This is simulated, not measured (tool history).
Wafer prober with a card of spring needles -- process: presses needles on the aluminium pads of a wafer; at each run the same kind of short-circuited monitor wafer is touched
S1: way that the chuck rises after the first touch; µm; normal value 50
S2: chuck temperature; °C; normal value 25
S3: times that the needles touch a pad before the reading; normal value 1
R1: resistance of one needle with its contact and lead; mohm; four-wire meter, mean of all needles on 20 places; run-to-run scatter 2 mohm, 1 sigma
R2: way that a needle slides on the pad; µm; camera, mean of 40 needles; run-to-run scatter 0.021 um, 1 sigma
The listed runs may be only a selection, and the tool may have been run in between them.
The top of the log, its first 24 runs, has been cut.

-- hour=281.9 tips cleaned on abrasive film
run 25 hour=292.1 | S1=39 S2=84 S3=1 | R1=491 R2=9.36
-- hour=295.7 tips cleaned on abrasive film
run 26 hour=307.3 | S1=35 S2=32 S3=1 | R1=576 R2=8.35
-- hour=310.1 tips cleaned on abrasive film
-- hour=324.7 tips cleaned on abrasive film
run 27 hour=325.8 | S1=35 S2=32 S3=1 | R1=327 R2=8.32
-- hour=338.4 tips cleaned on abrasive film
run 28 hour=338.9 | S1=35 S2=35 S3=1 | R1=282 R2=8.34
run 29 hour=350.3 | S1=35 S2=35 S3=1 | R1=588 R2=8.29
-- hour=352.3 tips cleaned on abrasive film
run 30 hour=362.0 | S1=44 S2=44 S3=1 | R1=412 R2=10.43
-- hour=366.1 tips cleaned on abrasive film
run 31 hour=374.6 | S1=48 S2=106 S3=2 | R1=331 R2=11.39
-- hour=380.2 tips cleaned on abrasive film
run 32 hour=386.8 | S1=48 S2=106 S3=2 | R1=320 R2=11.39

Below are 5 alternative next runs, each starting from the tool's condition after run 32. Predict each:
-- hour=394.2 tips cleaned on abrasive film
run A hour=394.5 | S1=50 S2=106 S3=2 | R1=? R2=?
-- hour=394.2 tips cleaned on abrasive film
run B hour=394.5 | S1=51 S2=25 S3=1 | R1=? R2=?
-- hour=394.2 tips cleaned on abrasive film
run C hour=394.5 | S1=41 S2=80 S3=2 | R1=? R2=?
-- hour=394.2 tips cleaned on abrasive film
run D hour=394.5 | S1=48 S2=80 S3=1 | R1=? R2=?
-- hour=394.2 tips cleaned on abrasive film
run E hour=394.5 | S1=57 S2=66 S3=2 | R1=? R2=?

run=A R1=251 R2=11.78
run=B R1=240 R2=12.04
run=C R1=265 R2=9.67
run=D R1=262 R2=11.36
run=E R1=235 R2=13.54
With the hidden condition removed and each run's random variation left untouched, the same runs would have given:
run=A R1=231 R2=12.02
run=B R1=211 R2=12.28
run=C R1=237 R2=9.91
run=D R1=231 R2=11.59
run=E R1=219 R2=13.77
